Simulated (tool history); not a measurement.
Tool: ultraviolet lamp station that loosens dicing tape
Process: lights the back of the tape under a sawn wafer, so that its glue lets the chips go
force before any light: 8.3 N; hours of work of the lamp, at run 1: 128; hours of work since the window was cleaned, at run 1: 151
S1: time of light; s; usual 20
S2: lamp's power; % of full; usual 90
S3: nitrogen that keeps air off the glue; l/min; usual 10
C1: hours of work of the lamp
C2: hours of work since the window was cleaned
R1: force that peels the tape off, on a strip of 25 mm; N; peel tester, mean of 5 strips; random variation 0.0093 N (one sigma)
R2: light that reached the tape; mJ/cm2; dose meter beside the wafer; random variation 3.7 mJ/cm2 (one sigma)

| run | hour | S1 | S2 | S3 | C1 | C2 | R1 | R2 |
|---|---|---|---|---|---|---|---|---|
| 1 | 0 | 20 | 90 | 10 | 128 | 151 | 0.495 | 555 |
| 2 | 8.5 | 20 | 90 | 10 | 132 | 156 | 0.506 | 547 |
| 3 | 18.9 | 20 | 90 | 10 | 138 | 162 | 0.508 | 544 |
| 4 | 30.8 | 20 | 90 | 10 | 145 | 168 | 0.523 | 543 |
| 5 | 42.9 | 39 | 90 | 10 | 151 | 175 | 0.142 | 1055 |
| 6 | 55.5 | 39 | 90 | 10 | 158 | 182 | 0.145 | 1044 |
| 7 | 65.4 | 20 | 90 | 10 | 164 | 188 | 0.527 | 542 |
| 8 | 71.9 | 20 | 98 | 10 | 168 | 191 | 0.451 | 584 |
| 9 | 82.7 | 11 | 93 | 4 | 174 | 197 | 2.408 | 301 |
| 10 | 91.3 | 16 | 62 | 6 | 178 | 202 | 2.056 | 296 |
| 11 | 104.7 | 16 | 62 | 6 | 186 | 209 | 2.152 | 291 |
| 12 | 116.1 | 18 | 80 | 10 | 192 | 216 | 0.881 | 418 |
| 13 | 130.6 | 18 | 75 | 10 | 200 | 224 | 1.05 | 393 |
| 14 | 138.2 | 20 | 82 | 16 | 205 | 228 | 0.512 | 482 |
| 15 | 145.6 | 12 | 68 | 19 | 209 | 232 | 1.906 | 239 |

3 ways to go on from here, each from the tool as it stands after run 15. What would each give?
| A | 155 | 14 | 92 | 10 | 214 | 237 | ? | ? |
| B | 155 | 32 | 90 | 10 | 214 | 237 | ? | ? |
| C | 155 | 12 | 90 | 6 | 214 | 237 | ? | ? |

| run | R1 | R2 |
|---|---|---|
| A | 1.155 | 373 |
| B | 0.198 | 837 |
| C | 1.975 | 312 |
Without the tool's hidden state the same runs would have given:
| run | R1 | R2 |
|---|---|---|
| A | 0.835 | 439 |
| B | 0.153 | 986 |
| C | 1.542 | 368 |

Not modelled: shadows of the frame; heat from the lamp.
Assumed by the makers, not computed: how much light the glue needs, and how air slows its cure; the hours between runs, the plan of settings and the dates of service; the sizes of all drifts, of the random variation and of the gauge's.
